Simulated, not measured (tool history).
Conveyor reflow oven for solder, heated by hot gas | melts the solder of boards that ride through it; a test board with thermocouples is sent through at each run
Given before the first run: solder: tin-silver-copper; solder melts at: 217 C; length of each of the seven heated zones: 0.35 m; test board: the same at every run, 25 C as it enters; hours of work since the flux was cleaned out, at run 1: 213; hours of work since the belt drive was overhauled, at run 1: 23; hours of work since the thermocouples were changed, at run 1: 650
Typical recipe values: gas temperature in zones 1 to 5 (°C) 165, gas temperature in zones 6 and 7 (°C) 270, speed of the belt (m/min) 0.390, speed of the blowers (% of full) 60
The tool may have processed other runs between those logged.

run	hour	gas temperature in zones 1 to 5 (°C)	gas temperature in zones 6 and 7 (°C)	speed of the belt (m/min)	speed of the blowers (% of full)	hours of work since the flux was cleaned out	hours of work since the belt drive was overhauled	hours of work since the thermocouples were changed	highest temperature of the board (°C)	time above the solder's melting point (s)
1	0.0	165	270	0.390	60	213	23	650	244.8	64.4
2	6.5	165	270	0.390	60	216	26	653	244.6	64.1
3	11.5	165	270	0.390	60	218	28	655	244.8	65.3
4	19.8	165	270	0.390	60	222	32	659	244.2	64.1
5	28.0	165	270	0.419	60	225	35	662	241.3	54.8
6	35.9	165	270	0.419	60	229	39	666	241.5	53.8
7	41.0	165	270	0.419	60	231	41	668	241.1	55.2
8	49.6	165	270	0.419	60	235	45	672	241.1	55.1
9	59.8	165	270	0.419	60	239	49	676	240.8	55.1
10	67.4	165	270	0.419	60	242	52	680	240.7	54.4
11	72.6	165	270	0.449	60	245	55	682	237.9	46.8
12	77.6	165	270	0.333	60	247	57	684	251.0	87.0
13	87.2	165	270	0.333	60	251	61	688	249.6	86.3
14	94.8	162	270	0.390	60	254	64	692	243.3	61.2
15	104.2	165	270	0.390	60	258	68	696	244.1	64.1
16	111.5	165	270	0.390	60	262	72	699	244.1	63.9
17	120.6	165	270	0.390	65	266	76	703	247.1	67.4
18	129.8	165	264	0.382	60	270	80	707	240.3	60.3
19	137.9	172	260	0.390	60	273	83	710	236.7	57.2
20	147.4	176	267	0.390	60	277	87	714	243.6	70.6
21	151.6	164	267	0.399	60	279	89	716	240.6	57.3
22	160.7	162	267	0.417	59	283	93	720	237.8	48.8
23	169.7	178	267	0.417	56	287	97	724	239.9	59.2
24	178.0	165	270	0.316	88	291	101	728	258.4	105.0
25	187.1	178	281	0.316	75	295	105	732	267.5	117.7
26	195.6	178	281	0.316	75	298	108	735	267.6	118.1
27	201.2	178	281	0.316	75	301	111	738	267.2	117.3
28	209.6	178	281	0.316	75	304	114	742	268.4	118.0
29	215.9	169	272	0.362	55	307	117	744	247.6	76.3
30	221.5	169	283	0.362	55	310	120	747	256.3	86.4
31	229.7	151	270	0.390	60	313	123	750	240.5	53.4

Pick out some run-to-run changes in highest temperature of the board (°C). Of each, how much would a tool without hidden state show as well, from the settings, what came in and chance, and how much is left for the hidden state and any gauge scatter not in both results compared?
Hidden state at play: heat that the gas passes to the board, % of a clean oven's; belt's true speed, % of the reading; true gas temperature in zones 6 and 7 over the reading, C; drift of the gauge itself on peak_c, C; drift of the gauge itself on liquid_s, %.
Run 11 -> 12: speed of the belt (m/min) 0.449 -> 0.333. highest temperature of the board (°C) +13.1: hidden state +0.4, all else +12.7.
Run 13 -> 14: gas temperature in zones 1 to 5 (°C) 165 -> 162, speed of the belt (m/min) 0.333 -> 0.390. highest temperature of the board (°C) -6.3: hidden state -0.3, all else -6.0.
Run 23 -> 24: gas temperature in zones 1 to 5 (°C) 178 -> 165, gas temperature in zones 6 and 7 (°C) 267 -> 270, speed of the belt (m/min) 0.417 -> 0.316, speed of the blowers (% of full) 56 -> 88. highest temperature of the board (°C) +18.5: hidden state +0.0, all else +18.5.
Run 28 -> 29: gas temperature in zones 1 to 5 (°C) 178 -> 169, gas temperature in zones 6 and 7 (°C) 281 -> 272, speed of the belt (m/min) 0.316 -> 0.362, speed of the blowers (% of full) 75 -> 55. highest temperature of the board (°C) -20.8: hidden state +0.0, all else -20.8.
Run 30 -> 31: gas temperature in zones 1 to 5 (°C) 169 -> 151, gas temperature in zones 6 and 7 (°C) 283 -> 270, speed of the belt (m/min) 0.362 -> 0.390, speed of the blowers (% of full) 55 -> 60. highest temperature of the board (°C) -15.8: hidden state -0.4, all else -15.4.
